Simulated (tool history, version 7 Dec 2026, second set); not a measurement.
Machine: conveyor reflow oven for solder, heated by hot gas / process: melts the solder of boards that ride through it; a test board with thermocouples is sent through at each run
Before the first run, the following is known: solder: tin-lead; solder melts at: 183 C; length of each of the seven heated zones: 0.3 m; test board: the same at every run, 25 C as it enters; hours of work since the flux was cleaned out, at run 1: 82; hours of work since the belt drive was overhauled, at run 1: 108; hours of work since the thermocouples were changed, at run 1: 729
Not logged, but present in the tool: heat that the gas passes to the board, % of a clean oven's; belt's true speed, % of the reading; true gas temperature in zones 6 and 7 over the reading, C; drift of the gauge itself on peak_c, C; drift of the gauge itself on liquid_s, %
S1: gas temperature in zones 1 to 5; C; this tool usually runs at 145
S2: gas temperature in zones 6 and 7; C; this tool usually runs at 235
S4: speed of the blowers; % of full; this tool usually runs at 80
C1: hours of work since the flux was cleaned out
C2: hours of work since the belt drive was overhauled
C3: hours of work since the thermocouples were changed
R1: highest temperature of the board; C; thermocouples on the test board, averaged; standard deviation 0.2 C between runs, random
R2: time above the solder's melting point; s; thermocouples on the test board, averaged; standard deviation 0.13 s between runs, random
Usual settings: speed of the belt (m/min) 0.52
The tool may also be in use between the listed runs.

Run 1, day 0: usual settings; C1 82; C2 108; C3 729. Result: R1 220.3 C, R2 56.3 s.
Run 2, day 0.779: usual settings; C1 95; C2 122; C3 742. Result: R1 220 C, R2 56.3 s.
Run 3, day 1.517: usual settings; C1 108; C2 134; C3 755. Result: R1 220.3 C, R2 56 s.
Run 4, day 2.046: usual settings; C1 117; C2 144; C3 764. Result: R1 220.5 C, R2 56.4 s.
Run 5, day 2.667: usual settings; C1 128; C2 154; C3 774. Result: R1 220.4 C, R2 56.3 s.
Run 6, day 3.646: usual settings; C1 144; C2 171; C3 791. Result: R1 220.5 C, R2 56.3 s.
Run 7, day 4.729: usual settings but speed of the belt (m/min) 0.566; C1 163; C2 190; C3 810. Result: R1 217.8 C, R2 49.9 s.
At day 5.767: flux residue cleaned out of gas plates and filters.
Run 8, day 6.075: usual settings but speed of the belt (m/min) 0.566; C1 5; C2 209; C3 829. Result: R1 217.7 C, R2 49.9 s.
Run 9, day 6.671: usual settings; C1 16; C2 219; C3 840. Result: R1 220.2 C, R2 56.2 s.
Run 10, day 7.412: usual settings but S4 52 % of full; C1 28; C2 232; C3 852. Result: R1 209.3 C, R2 45.4 s.
Run 11, day 8.296: usual settings but S4 52 % of full; C1 43; C2 247; C3 867. Result: R1 209 C, R2 45.6 s.
Run 12, day 9.288: usual settings but S1 143 C, speed of the belt (m/min) 0.57, S4 52 % of full; C1 60; C2 264; C3 884. Result: R1 205 C, R2 36 s.
Run 13, day 10.442: usual settings but S2 230 C, S4 68 % of full; C1 80; C2 284; C3 904. Result: R1 212.3 C, R2 50.1 s.
Run 14, day 11.454: usual settings but S1 156 C, S2 238 C, speed of the belt (m/min) 0.51, S4 64 % of full; C1 98; C2 301; C3 922. Result: R1 220.8 C, R2 61.3 s.
Run 15, day 12.6: usual settings but S1 156 C, S2 238 C, speed of the belt (m/min) 0.51, S4 64 % of full; C1 117; C2 321; C3 941. Result: R1 220.2 C, R2 61 s.
Run 16, day 13.562: usual settings but S1 132 C, S2 238 C, speed of the belt (m/min) 0.51, S4 87 % of full; C1 134; C2 337; C3 958. Result: R1 223.9 C, R2 55.4 s.
Run 17, day 14.154: usual settings but S1 132 C, S2 248 C, speed of the belt (m/min) 0.464, S4 87 % of full; C1 144; C2 348; C3 968. Result: R1 235.4 C, R2 67.8 s.
Run 18, day 14.912: usual settings but S2 229 C, speed of the belt (m/min) 0.506; C1 157; C2 361; C3 981. Result: R1 216 C, R2 55.1 s.
Run 19, day 15.55: usual settings but S2 229 C, speed of the belt (m/min) 0.506; C1 168; C2 372; C3 992. Result: R1 215.9 C, R2 55.2 s.
Run 20, day 16.054: usual settings but S2 229 C, speed of the belt (m/min) 0.506; C1 176; C2 380; C3 1000. Result: R1 216.1 C, R2 55.2 s.

Alternative continuations, all from the tool just after run 20; predict every row:
At day 16.362: flux residue cleaned out of gas plates and filters.
Run A, day 16.846: usual settings but S1 133 C, S2 244 C, speed of the belt (m/min) 0.588; C1 8; C2 390; C3 1010. Result: R1 ?, R2 ?.
At day 16.362: flux residue cleaned out of gas plates and filters.
Run B, day 16.846: usual settings but S2 229 C, speed of the belt (m/min) 0.506, S4 60 % of full; C1 8; C2 390; C3 1010. Result: R1 ?, R2 ?.
At day 16.362: flux residue cleaned out of gas plates and filters.
Run C, day 16.846: usual settings but S1 148 C, speed of the belt (m/min) 0.507, S4 72 % of full; C1 8; C2 390; C3 1010. Result: R1 ?, R2 ?.
At day 16.362: flux residue cleaned out of gas plates and filters.
Run D, day 16.846: usual settings but S1 132 C, S2 229 C, speed of the belt (m/min) 0.559; C1 8; C2 390; C3 1010. Result: R1 ?, R2 ?.

run     R1    R2
  A  221.7  46.6
  B  209.3  48.1
  C  219.2  57.9
  D    211  41.8
With the hidden condition removed and each run's random variation left untouched, the same runs would have given:
run     R1    R2
  A  221.8  46.6
  B  209.4  48.1
  C  219.3  57.9
  D    211  41.8
